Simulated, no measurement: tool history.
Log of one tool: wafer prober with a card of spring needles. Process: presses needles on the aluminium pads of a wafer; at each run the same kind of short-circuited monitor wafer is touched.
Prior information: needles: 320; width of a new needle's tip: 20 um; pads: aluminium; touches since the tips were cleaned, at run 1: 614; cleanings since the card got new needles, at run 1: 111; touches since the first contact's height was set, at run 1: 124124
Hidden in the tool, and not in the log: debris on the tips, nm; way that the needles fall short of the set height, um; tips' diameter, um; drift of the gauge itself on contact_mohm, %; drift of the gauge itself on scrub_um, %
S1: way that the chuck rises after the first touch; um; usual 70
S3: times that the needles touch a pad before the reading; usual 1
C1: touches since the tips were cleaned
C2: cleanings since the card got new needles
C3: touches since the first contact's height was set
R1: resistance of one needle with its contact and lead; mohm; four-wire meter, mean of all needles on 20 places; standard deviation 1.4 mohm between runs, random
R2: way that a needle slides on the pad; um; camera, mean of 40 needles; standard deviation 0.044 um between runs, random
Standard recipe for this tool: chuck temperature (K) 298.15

{"run": 1, "hour": 0.0, "S1": 70, "chuck temperature (K)": 298.15, "S3": 1, "C1": 614, "C2": 111, "C3": 124124, "R1": 135, "R2": 12.82}
{"hour": 5.2, "done": "tips cleaned on abrasive film"}
{"hour": 12.1, "done": "tips cleaned on abrasive film"}
{"hour": 20.8, "done": "tips cleaned on abrasive film"}
{"hour": 29.4, "done": "tips cleaned on abrasive film"}
{"hour": 36.3, "done": "tips cleaned on abrasive film"}
{"hour": 45.0, "done": "tips cleaned on abrasive film"}
{"hour": 53.6, "done": "tips cleaned on abrasive film"}
{"run": 2, "hour": 58.8, "S1": 70, "chuck temperature (K)": 298.15, "S3": 1, "C1": 1791, "C2": 118, "C3": 143978, "R1": 160, "R2": 12.76}
{"hour": 60.6, "done": "tips cleaned on abrasive film"}
{"hour": 69.3, "done": "tips cleaned on abrasive film"}
{"hour": 76.2, "done": "tips cleaned on abrasive film"}
{"hour": 84.8, "done": "tips cleaned on abrasive film"}
{"hour": 91.7, "done": "tips cleaned on abrasive film"}
{"hour": 100.4, "done": "tips cleaned on abrasive film"}
{"hour": 107.3, "done": "tips cleaned on abrasive film"}
{"run": 3, "hour": 110.7, "S1": 70, "chuck temperature (K)": 298.15, "S3": 1, "C1": 1151, "C2": 125, "C3": 161447, "R1": 151, "R2": 12.68}
{"hour": 115.9, "done": "tips cleaned on abrasive film"}
{"hour": 122.8, "done": "tips cleaned on abrasive film"}
{"hour": 129.7, "done": "tips cleaned on abrasive film"}
{"hour": 138.4, "done": "tips cleaned on abrasive film"}
{"hour": 145.3, "done": "tips cleaned on abrasive film"}
{"hour": 152.2, "done": "tips cleaned on abrasive film"}
{"hour": 160.8, "done": "tips cleaned on abrasive film"}
{"hour": 164.5, "done": "height of the first contact set anew"}
{"hour": 168.0, "done": "tips cleaned on abrasive film"}
{"run": 4, "hour": 168.1, "S1": 70, "chuck temperature (K)": 298.15, "S3": 1, "C1": 14, "C2": 133, "C3": 1180, "R1": 122, "R2": 13.35}
{"hour": 175.0, "done": "tips cleaned on abrasive film"}
{"hour": 183.6, "done": "tips cleaned on abrasive film"}
{"hour": 192.3, "done": "tips cleaned on abrasive film"}
{"hour": 199.2, "done": "tips cleaned on abrasive film"}
{"hour": 207.8, "done": "tips cleaned on abrasive film"}
{"hour": 214.7, "done": "tips cleaned on abrasive film"}
{"hour": 223.4, "done": "tips cleaned on abrasive film"}
{"hour": 232.0, "done": "tips cleaned on abrasive film"}
{"hour": 240.6, "done": "tips cleaned on abrasive film"}
{"hour": 247.5, "done": "tips cleaned on abrasive film"}
{"run": 5, "hour": 250.7, "S1": 70, "chuck temperature (K)": 298.15, "S3": 1, "C1": 1083, "C2": 143, "C3": 29062, "R1": 148, "R2": 13.21}
{"hour": 255.9, "done": "tips cleaned on abrasive film"}
{"hour": 262.9, "done": "tips cleaned on abrasive film"}
{"hour": 271.5, "done": "tips cleaned on abrasive film"}
{"hour": 280.1, "done": "tips cleaned on abrasive film"}
{"hour": 288.7, "done": "tips cleaned on abrasive film"}
{"run": 6, "hour": 289.8, "S1": 51, "chuck temperature (K)": 298.15, "S3": 1, "C1": 358, "C2": 148, "C3": 42238, "R1": 148, "R2": 9.55}
{"hour": 296.7, "done": "tips cleaned on abrasive film"}
{"hour": 303.6, "done": "tips cleaned on abrasive film"}
{"hour": 310.6, "done": "tips cleaned on abrasive film"}
{"hour": 319.2, "done": "tips cleaned on abrasive film"}
{"hour": 327.8, "done": "tips cleaned on abrasive film"}
{"hour": 336.4, "done": "tips cleaned on abrasive film"}
{"hour": 343.4, "done": "tips cleaned on abrasive film"}
{"hour": 350.3, "done": "tips cleaned on abrasive film"}
{"hour": 358.9, "done": "tips cleaned on abrasive film"}
{"hour": 365.8, "done": "tips cleaned on abrasive film"}
{"hour": 372.8, "done": "tips cleaned on abrasive film"}
{"run": 7, "hour": 377.6, "S1": 51, "chuck temperature (K)": 298.15, "S3": 1, "C1": 1664, "C2": 159, "C3": 71867, "R1": 197, "R2": 9.47}
{"hour": 381.1, "done": "tips cleaned on abrasive film"}
{"hour": 388.1, "done": "tips cleaned on abrasive film"}
{"hour": 396.7, "done": "tips cleaned on abrasive film"}
{"hour": 405.3, "done": "tips cleaned on abrasive film"}
{"hour": 413.9, "done": "tips cleaned on abrasive film"}
{"hour": 420.9, "done": "tips cleaned on abrasive film"}
{"hour": 429.5, "done": "tips cleaned on abrasive film"}
{"hour": 438.1, "done": "tips cleaned on abrasive film"}
{"hour": 446.7, "done": "tips cleaned on abrasive film"}
{"hour": 453.7, "done": "tips cleaned on abrasive film"}
{"hour": 460.6, "done": "tips cleaned on abrasive film"}
{"run": 8, "hour": 465.6, "S1": 51, "chuck temperature (K)": 298.15, "S3": 1, "C1": 1715, "C2": 170, "C3": 101547, "R1": 190, "R2": 9.27}
{"hour": 469.1, "done": "tips cleaned on abrasive film"}
{"hour": 477.8, "done": "tips cleaned on abrasive film"}
{"hour": 486.4, "done": "tips cleaned on abrasive film"}
{"hour": 495.0, "done": "tips cleaned on abrasive film"}
{"hour": 503.6, "done": "tips cleaned on abrasive film"}
{"hour": 510.6, "done": "tips cleaned on abrasive film"}
{"run": 9, "hour": 513.1, "S1": 51, "chuck temperature (K)": 298.15, "S3": 1, "C1": 864, "C2": 176, "C3": 117559, "R1": 168, "R2": 9.26}
{"hour": 518.3, "done": "tips cleaned on abrasive film"}
{"hour": 525.2, "done": "tips cleaned on abrasive film"}
{"hour": 533.9, "done": "tips cleaned on abrasive film"}
{"hour": 540.8, "done": "tips cleaned on abrasive film"}
{"hour": 549.4, "done": "tips cleaned on abrasive film"}
{"hour": 558.0, "done": "tips cleaned on abrasive film"}
{"hour": 566.7, "done": "tips cleaned on abrasive film"}
{"hour": 575.3, "done": "tips cleaned on abrasive film"}
{"hour": 583.9, "done": "tips cleaned on abrasive film"}
{"hour": 592.5, "done": "tips cleaned on abrasive film"}
{"hour": 599.5, "done": "tips cleaned on abrasive film"}
{"hour": 606.8, "done": "tips cleaned on abrasive film"}
{"run": 10, "hour": 606.8, "S1": 73, "chuck temperature (K)": 298.15, "S3": 1, "C1": 0, "C2": 188, "C3": 149174, "R1": 121, "R2": 13.34}
{"hour": 615.5, "done": "tips cleaned on abrasive film"}
{"hour": 624.1, "done": "tips cleaned on abrasive film"}
{"hour": 632.7, "done": "tips cleaned on abrasive film"}
{"hour": 641.4, "done": "tips cleaned on abrasive film"}
{"hour": 650.0, "done": "tips cleaned on abrasive film"}
{"hour": 658.6, "done": "tips cleaned on abrasive film"}
{"hour": 667.2, "done": "tips cleaned on abrasive film"}
{"hour": 675.9, "done": "tips cleaned on abrasive film"}
{"hour": 684.5, "done": "tips cleaned on abrasive film"}
{"run": 11, "hour": 687.4, "S1": 69, "chuck temperature (K)": 302.15, "S3": 1, "C1": 991, "C2": 197, "C3": 176381, "R1": 155, "R2": 12.43}
{"hour": 692.6, "done": "tips cleaned on abrasive film"}
{"hour": 696.3, "done": "height of the first contact set anew"}
{"hour": 699.8, "done": "tips cleaned on abrasive film"}
{"hour": 708.5, "done": "tips cleaned on abrasive film"}
{"hour": 715.4, "done": "tips cleaned on abrasive film"}
{"hour": 722.3, "done": "tips cleaned on abrasive film"}
{"hour": 730.9, "done": "tips cleaned on abrasive film"}
{"hour": 737.9, "done": "tips cleaned on abrasive film"}
{"hour": 746.5, "done": "tips cleaned on abrasive film"}
{"hour": 753.4, "done": "tips cleaned on abrasive film"}
{"hour": 760.3, "done": "tips cleaned on abrasive film"}
{"hour": 769.0, "done": "tips cleaned on abrasive film"}
{"hour": 775.9, "done": "tips cleaned on abrasive film"}
{"run": 12, "hour": 777.2, "S1": 68, "chuck temperature (K)": 340.15, "S3": 2, "C1": 448, "C2": 209, "C3": 27247, "R1": 132, "R2": 12.9}
{"hour": 784.1, "done": "tips cleaned on abrasive film"}
{"hour": 791.0, "done": "tips cleaned on abrasive film"}
{"hour": 798.0, "done": "tips cleaned on abrasive film"}
{"hour": 806.6, "done": "tips cleaned on abrasive film"}
{"hour": 813.5, "done": "tips cleaned on abrasive film"}
{"hour": 822.1, "done": "tips cleaned on abrasive film"}
{"hour": 829.1, "done": "tips cleaned on abrasive film"}
{"hour": 837.7, "done": "tips cleaned on abrasive film"}
{"run": 13, "hour": 840.4, "S1": 75, "chuck temperature (K)": 298.15, "S3": 3, "C1": 919, "C2": 217, "C3": 48558, "R1": 128, "R2": 14.07}
{"hour": 845.6, "done": "tips cleaned on abrasive film"}
{"hour": 854.2, "done": "tips cleaned on abrasive film"}
{"hour": 862.9, "done": "tips cleaned on abrasive film"}
{"hour": 871.5, "done": "tips cleaned on abrasive film"}
{"hour": 880.1, "done": "tips cleaned on abrasive film"}
{"hour": 887.0, "done": "tips cleaned on abrasive film"}
{"hour": 895.7, "done": "tips cleaned on abrasive film"}
{"hour": 904.3, "done": "tips cleaned on abrasive film"}
{"hour": 912.9, "done": "tips cleaned on abrasive film"}
{"hour": 921.5, "done": "tips cleaned on abrasive film"}
{"run": 14, "hour": 924.7, "S1": 86, "chuck temperature (K)": 383.15, "S3": 3, "C1": 1070, "C2": 227, "C3": 77010, "R1": 134, "R2": 16.03}
{"hour": 929.9, "done": "tips cleaned on abrasive film"}
{"hour": 936.8, "done": "tips cleaned on abrasive film"}
{"hour": 945.4, "done": "tips cleaned on abrasive film"}
{"hour": 952.4, "done": "tips cleaned on abrasive film"}
{"hour": 961.0, "done": "tips cleaned on abrasive film"}
{"hour": 967.9, "done": "tips cleaned on abrasive film"}
{"hour": 976.5, "done": "tips cleaned on abrasive film"}
{"hour": 985.2, "done": "tips cleaned on abrasive film"}
{"hour": 993.8, "done": "tips cleaned on abrasive film"}
{"hour": 1005.8, "done": "card fitted with new needles"}
{"hour": 1014.4, "done": "tips cleaned on abrasive film"}
{"hour": 1023.0, "done": "tips cleaned on abrasive film"}
{"run": 15, "hour": 1028.7, "S1": 86, "chuck temperature (K)": 383.15, "S3": 3, "C1": 1914, "C2": 2, "C3": 7739, "R1": 135, "R2": 16.49}
{"hour": 1030.5, "done": "tips cleaned on abrasive film"}
{"hour": 1039.1, "done": "tips cleaned on abrasive film"}
{"hour": 1046.0, "done": "tips cleaned on abrasive film"}
{"hour": 1054.6, "done": "tips cleaned on abrasive film"}
{"hour": 1061.6, "done": "tips cleaned on abrasive film"}
{"hour": 1070.2, "done": "tips cleaned on abrasive film"}
{"run": 16, "hour": 1074.3, "S1": 86, "chuck temperature (K)": 314.15, "S3": 2, "C1": 1422, "C2": 8, "C3": 23141, "R1": 129, "R2": 16.39}
{"hour": 1077.9, "done": "tips cleaned on abrasive film"}
{"hour": 1086.5, "done": "tips cleaned on abrasive film"}
{"hour": 1095.1, "done": "tips cleaned on abrasive film"}
{"hour": 1103.7, "done": "tips cleaned on abrasive film"}
{"hour": 1112.4, "done": "tips cleaned on abrasive film"}
{"hour": 1121.0, "done": "tips cleaned on abrasive film"}
{"hour": 1127.9, "done": "tips cleaned on abrasive film"}
{"hour": 1136.5, "done": "tips cleaned on abrasive film"}
{"hour": 1145.2, "done": "tips cleaned on abrasive film"}
{"hour": 1153.8, "done": "tips cleaned on abrasive film"}
{"run": 17, "hour": 1154.4, "S1": 86, "chuck temperature (K)": 314.15, "S3": 2, "C1": 215, "C2": 18, "C3": 50156, "R1": 122, "R2": 16.26}
{"hour": 1161.4, "done": "tips cleaned on abrasive film"}
{"hour": 1168.3, "done": "tips cleaned on abrasive film"}
{"hour": 1176.9, "done": "tips cleaned on abrasive film"}
{"hour": 1185.5, "done": "tips cleaned on abrasive film"}
{"hour": 1192.5, "done": "tips cleaned on abrasive film"}
{"hour": 1201.1, "done": "tips cleaned on abrasive film"}
{"run": 18, "hour": 1201.4, "S1": 61, "chuck temperature (K)": 300.15, "S3": 2, "C1": 103, "C2": 24, "C3": 65990, "R1": 128, "R2": 11.41}
{"hour": 1208.3, "done": "tips cleaned on abrasive film"}
{"hour": 1215.2, "done": "tips cleaned on abrasive film"}
{"hour": 1222.1, "done": "tips cleaned on abrasive film"}
{"hour": 1230.8, "done": "tips cleaned on abrasive film"}
{"hour": 1237.7, "done": "tips cleaned on abrasive film"}
{"hour": 1246.3, "done": "tips cleaned on abrasive film"}
{"hour": 1253.2, "done": "tips cleaned on abrasive film"}
{"hour": 1261.9, "done": "tips cleaned on abrasive film"}
{"hour": 1268.8, "done": "tips cleaned on abrasive film"}
{"hour": 1277.4, "done": "tips cleaned on abrasive film"}
{"hour": 1286.1, "done": "tips cleaned on abrasive film"}
{"hour": 1293.0, "done": "tips cleaned on abrasive film"}
{"run": 19, "hour": 1296.7, "S1": 78, "chuck temperature (K)": 335.15, "S3": 2, "C1": 1256, "C2": 36, "C3": 98123, "R1": 134, "R2": 14.56}

Below, each run's measurement less what the same run would have read without the hidden state. Both values contain the same run-to-run variation, but the gauge's scatter may not be the same in both:
run=1 R1=+17 R2=-0.53
run=2 R1=+41 R2=-0.61
run=3 R1=+30 R2=-0.70
run=4 R1=+7 R2=-0.01
run=5 R1=+29 R2=-0.13
run=6 R1=+24 R2=-0.19
run=7 R1=+74 R2=-0.31
run=8 R1=+69 R2=-0.45
run=9 R1=+45 R2=-0.52
run=10 R1=+4 R2=-0.66
run=11 R1=+35 R2=-0.75
run=12 R1=+10 R2=-0.12
run=13 R1=+10 R2=-0.22
run=14 R1=+8 R2=-0.33
run=15 R1=+6 R2=-0.02
run=16 R1=+10 R2=-0.09
run=17 R1=+4 R2=-0.21
run=18 R1=+6 R2=-0.29
run=19 R1=+13 R2=-0.42

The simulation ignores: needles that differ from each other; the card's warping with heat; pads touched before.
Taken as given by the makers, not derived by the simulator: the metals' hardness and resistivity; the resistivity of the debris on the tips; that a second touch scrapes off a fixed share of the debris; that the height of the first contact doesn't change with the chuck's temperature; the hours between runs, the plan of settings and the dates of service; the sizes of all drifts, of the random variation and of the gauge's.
